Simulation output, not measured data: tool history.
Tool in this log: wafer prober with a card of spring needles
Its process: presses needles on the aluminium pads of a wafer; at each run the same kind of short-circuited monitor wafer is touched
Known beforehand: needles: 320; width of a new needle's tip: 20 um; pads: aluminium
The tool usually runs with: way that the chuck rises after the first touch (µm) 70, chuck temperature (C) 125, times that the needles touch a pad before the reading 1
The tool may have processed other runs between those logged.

run	hour	way that the chuck rises after the first touch (µm)	chuck temperature (C)	times that the needles touch a pad before the reading	resistance of one needle with its contact and lead (mohm)	way that a needle slides on the pad (µm)
1	0	70	125	1	238	11.29
# hour 1.9: tips cleaned on abrasive film
2	21.6	70	125	1	232	11.28
# hour 32: tips cleaned on abrasive film
3	42.2	70	125	1	219	11.22
# hour 60: tips cleaned on abrasive film
4	75.7	70	125	1	229	11.23
# hour 89.8: tips cleaned on abrasive film
5	99.6	70	125	1	216	11.22
# hour 117.6: tips cleaned on abrasive film
6	119.4	70	125	1	188	11.28
7	139.4	87	125	1	212	13.98
# hour 145.8: tips cleaned on abrasive film
8	162.2	70	125	1	232	11.16
# hour 173.8: tips cleaned on abrasive film
9	176.4	70	125	1	190	11.18
# hour 203.1: tips cleaned on abrasive film
10	210	70	125	1	203	11.18
11	226.6	70	125	1	237	11.14
# hour 231.2: tips cleaned on abrasive film
12	251	70	125	1	237	11.18
# hour 260.4: tips cleaned on abrasive film
13	284.5	70	125	1	236	11.09
# hour 288.7: tips cleaned on abrasive film
14	301.7	70	125	3	189	11.09
# hour 316.6: tips cleaned on abrasive film
15	320.6	70	125	3	180	11.13
# hour 342.3: height of the first contact set anew
# hour 345.2: tips cleaned on abrasive film
16	345.5	70	125	3	172	10.95
17	366.8	70	125	3	193	11
# hour 375.1: tips cleaned on abrasive film
18	397.7	70	125	3	190	10.93
# hour 403.9: tips cleaned on abrasive film
19	412	75	125	2	196	11.72
# hour 417.9: height of the first contact set anew, once more
# hour 433.3: tips cleaned on abrasive film
20	447.7	75	42	1	210	12.09
# hour 463.1: tips cleaned on abrasive film
21	463.1	54	78	2	167	8.76
22	486.6	70	27	1	232	11.39
# hour 492.4: tips cleaned on abrasive film
23	509.2	70	60	1	235	11.3
# hour 521.7: tips cleaned on abrasive film
24	539.8	60	60	1	258	9.59
# hour 551.3: tips cleaned on abrasive film
25	562.1	82	32	1	201	13.19
# hour 581: tips cleaned on abrasive film
26	585.9	80	125	2	180	12.85
# hour 610: tips cleaned on abrasive film
27	611.2	80	34	2	156	12.78
28	631.2	89	34	2	180	14.28
# hour 639.4: tips cleaned on abrasive film
29	648.4	70	106	1	214	11.23
# hour 668.4: tips cleaned on abrasive film
30	677	73	125	1	213	11.61
# hour 696.9: tips cleaned on abrasive film
31	697.3	69	44	1	165	11.02
32	717.9	77	92	2	198	12.22
# hour 726.7: tips cleaned on abrasive film
33	752.3	71	70	1	240	11.31

Forecast each of these 4 alternatives for the next run:
# hour 754.9: tips cleaned on abrasive film
A	777	64	125	1	?	?
# hour 754.9: tips cleaned on abrasive film
B	777	50	125	1	?	?
# hour 754.9: tips cleaned on abrasive film
C	777	54	34	2	?	?
# hour 754.9: tips cleaned on abrasive film
D	777	72	125	1	?	?

run	resistance of one needle with its contact and lead (mohm)	way that a needle slides on the pad (µm)
A	260	10.15
B	318	7.83
C	243	8.5
D	236	11.39
With no hidden state in the tool, these same runs would have given:
run	resistance of one needle with its contact and lead (mohm)	way that a needle slides on the pad (µm)
A	166	10.37
B	170	8.05
C	153	8.72
D	162	11.61
